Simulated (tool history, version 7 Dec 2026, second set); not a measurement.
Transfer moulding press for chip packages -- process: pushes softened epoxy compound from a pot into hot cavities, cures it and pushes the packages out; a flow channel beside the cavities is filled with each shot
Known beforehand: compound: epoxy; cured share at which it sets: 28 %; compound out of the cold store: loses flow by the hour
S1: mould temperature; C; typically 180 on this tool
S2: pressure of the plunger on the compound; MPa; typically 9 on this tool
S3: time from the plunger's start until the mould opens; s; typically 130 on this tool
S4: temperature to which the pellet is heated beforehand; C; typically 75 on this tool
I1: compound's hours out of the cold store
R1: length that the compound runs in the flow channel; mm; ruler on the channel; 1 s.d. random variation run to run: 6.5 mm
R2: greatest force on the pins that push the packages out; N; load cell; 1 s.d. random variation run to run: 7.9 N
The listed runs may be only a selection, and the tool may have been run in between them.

Run 1, hour 0: usual settings; I1 45. Result: R1 689 mm, R2 392 N.
Run 2, hour 23.4: usual settings but S3 164 s; I1 37.7. Result: R1 706 mm, R2 367 N.
Run 3, hour 38.4: usual settings; I1 44.2. Result: R1 686 mm, R2 525 N.
Run 4, hour 64.3: usual settings; I1 21.9. Result: R1 755 mm, R2 616 N.
At hour 78.5: cavities cleaned with cleaning compound and waxed.
Run 5, hour 83.9: usual settings but S2 8.38 MPa; I1 41.8. Result: R1 659 mm, R2 379 N.
Run 6, hour 100.2: usual settings but S2 8.38 MPa; I1 8.2. Result: R1 783 mm, R2 491 N.
Run 7, hour 111.4: usual settings but S3 120 s; I1 15.2. Result: R1 773 mm, R2 600 N.
Run 8, hour 126.8: usual settings but S3 120 s; I1 27.4. Result: R1 747 mm, R2 646 N.
Run 9, hour 138.8: usual settings but S1 172 C; I1 39.2. Result: R1 706 mm, R2 950 N.
At hour 163.7: cavities cleaned with cleaning compound and waxed.
Run 10, hour 163.7: usual settings but S3 157 s; I1 39.3. Result: R1 703 mm, R2 288 N.
Run 11, hour 176.7: usual settings but S3 119 s; I1 22.5. Result: R1 752 mm, R2 519 N.
Run 12, hour 189.3: usual settings but S3 119 s; I1 30.7. Result: R1 728 mm, R2 581 N.
Run 13, hour 209: usual settings but S3 163 s; I1 40.9. Result: R1 690 mm, R2 405 N.
Run 14, hour 228.9: usual settings but S4 81 C; I1 27.6. Result: R1 717 mm, R2 573 N.
At hour 249: cavities cleaned with cleaning compound and waxed.
Run 15, hour 251.3: usual settings but S4 81 C; I1 13.2. Result: R1 790 mm, R2 379 N.
Run 16, hour 277.9: usual settings but S3 155 s, S4 79 C; I1 10.8. Result: R1 783 mm, R2 390 N.
Run 17, hour 304.3: usual settings but S1 178 C, S2 9.65 MPa, S3 170 s, S4 79 C; I1 33.3. Result: R1 722 mm, R2 427 N.
Run 18, hour 324.5: usual settings but S1 187 C, S2 6.97 MPa, S4 76 C; I1 29.2. Result: R1 615 mm, R2 445 N.
At hour 334: cavities cleaned with cleaning compound and waxed.
Run 19, hour 351: usual settings but S1 174 C, S2 10.88 MPa, S3 111 s, S4 78 C; I1 37.6. Result: R1 768 mm, R2 925 N.
Run 20, hour 374.7: usual settings but S1 181 C, S4 85 C; I1 23.1. Result: R1 727 mm, R2 510 N.
Run 21, hour 387.2: usual settings but S1 184 C, S4 85 C; I1 29.7. Result: R1 699 mm, R2 481 N.
Run 22, hour 409.6: usual settings but S1 181 C, S2 8.1 MPa, S3 116 s, S4 78 C; I1 45.5. Result: R1 623 mm, R2 679 N.
At hour 418.5: cavities cleaned with cleaning compound and waxed.
Run 23, hour 426.8: usual settings but S1 181 C, S2 7.34 MPa, S3 116 s, S4 78 C; I1 40. Result: R1 610 mm, R2 467 N.
Run 24, hour 449.9: usual settings but S1 181 C, S2 7.34 MPa, S3 116 s, S4 78 C; I1 39.6. Result: R1 604 mm, R2 569 N.
Run 25, hour 461.4: usual settings but S1 175 C, S2 9.71 MPa, S3 132 s, S4 83 C; I1 35.1. Result: R1 716 mm, R2 704 N.
Run 26, hour 473.6: usual settings but S2 10.13 MPa, S3 166 s, S4 77 C; I1 12.4. Result: R1 797 mm, R2 429 N.
Run 27, hour 495.3: usual settings but S2 10.13 MPa, S3 166 s, S4 77 C; I1 12.3. Result: R1 804 mm, R2 457 N.
At hour 503.1: cavities cleaned with cleaning compound and waxed.
Run 28, hour 516.1: usual settings but S2 10.13 MPa, S3 166 s, S4 77 C; I1 32.9. Result: R1 729 mm, R2 328 N.
Run 29, hour 527.8: usual settings but S1 187 C, S2 9.24 MPa, S3 116 s, S4 71 C; I1 12.2. Result: R1 760 mm, R2 433 N.

Per-run results on a tool with no hidden state, each run keeping its own random variation:
Hidden state at play: true mould temperature over the reading, C; pressure that reaches the compound, % of what is set; grip of the stained cavities, % over clean ones'; drift of the gauge itself on flow_mm, %; drift of the gauge itself on push_out_n, %.
run   R1   R2
  1  707  345
  2  728  256
  3  708  337
  4  781  359
  5  685  337
  6  814  366
  7  805  410
  8  780  405
  9  738  568
 10  737  279
 11  789  420
 12  765  419
 13  728  260
 14  758  335
 15  838  359
 16  833  277
 17  771  261
 18  659  255
 19  825  715
 20  784  329
 21  755  295
 22  674  384
 23  662  403
 24  658  394
 25  782  454
 26  871  265
 27  881  263
 28  802  271
 29  836  319
